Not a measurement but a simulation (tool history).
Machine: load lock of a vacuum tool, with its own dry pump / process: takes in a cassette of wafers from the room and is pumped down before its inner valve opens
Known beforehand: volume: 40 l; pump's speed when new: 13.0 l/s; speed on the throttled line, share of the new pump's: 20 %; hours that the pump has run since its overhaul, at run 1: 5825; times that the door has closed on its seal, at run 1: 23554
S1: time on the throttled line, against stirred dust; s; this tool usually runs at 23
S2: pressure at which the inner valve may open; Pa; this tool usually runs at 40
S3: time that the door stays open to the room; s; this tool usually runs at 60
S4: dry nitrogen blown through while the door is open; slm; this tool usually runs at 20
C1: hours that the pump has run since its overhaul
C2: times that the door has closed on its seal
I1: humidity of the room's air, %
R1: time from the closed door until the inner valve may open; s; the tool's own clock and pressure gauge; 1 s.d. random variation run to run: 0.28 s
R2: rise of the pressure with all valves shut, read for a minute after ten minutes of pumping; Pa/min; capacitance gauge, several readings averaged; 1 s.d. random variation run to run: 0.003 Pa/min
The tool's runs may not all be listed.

run,hour,S1,S2,S3,S4,C1,C2,I1,R1,R2
1,0.0,23,40,60,20,5825,23554,45.1,44.5,0.344
2,163.9,23,40,60,20,5989,24080,44.2,44.8,0.352
3,243.4,23,40,60,20,6068,24334,45.6,44.8,0.361
4,371.9,23,40,60,20,6197,24746,41.6,44.8,0.356
5,560.1,23,40,60,20,6385,25349,40.2,44.5,0.373
6,697.2,24,40,60,14,6522,25789,44.3,44.9,0.387
7,824.5,16,53,233,39,6649,26197,42.3,38.4,0.417
8,1006.9,16,53,233,39,6832,26782,46.3,38.5,0.432
9,1097.8,20,40,60,20,6923,27073,45.6,42.5,0.406
10,1227.6,20,40,60,20,7053,27489,42.2,42.2,0.422

Predict each of these 3 candidate next runs independently; none follows another, all start after run 10:
A,1327.0,30,34,57,20,7152,27808,44.3,?,?
B,1327.0,23,37,60,20,7152,27808,46.5,?,?
C,1327.0,19,40,84,6,7152,27808,44.7,?,?

run,R1,R2
A,50.6,0.424
B,45.0,0.428
C,42.1,0.456
With no hidden state in the tool, these same runs would have given:
run,R1,R2
A,48.4,0.031
B,42.7,0.036
C,39.7,0.064
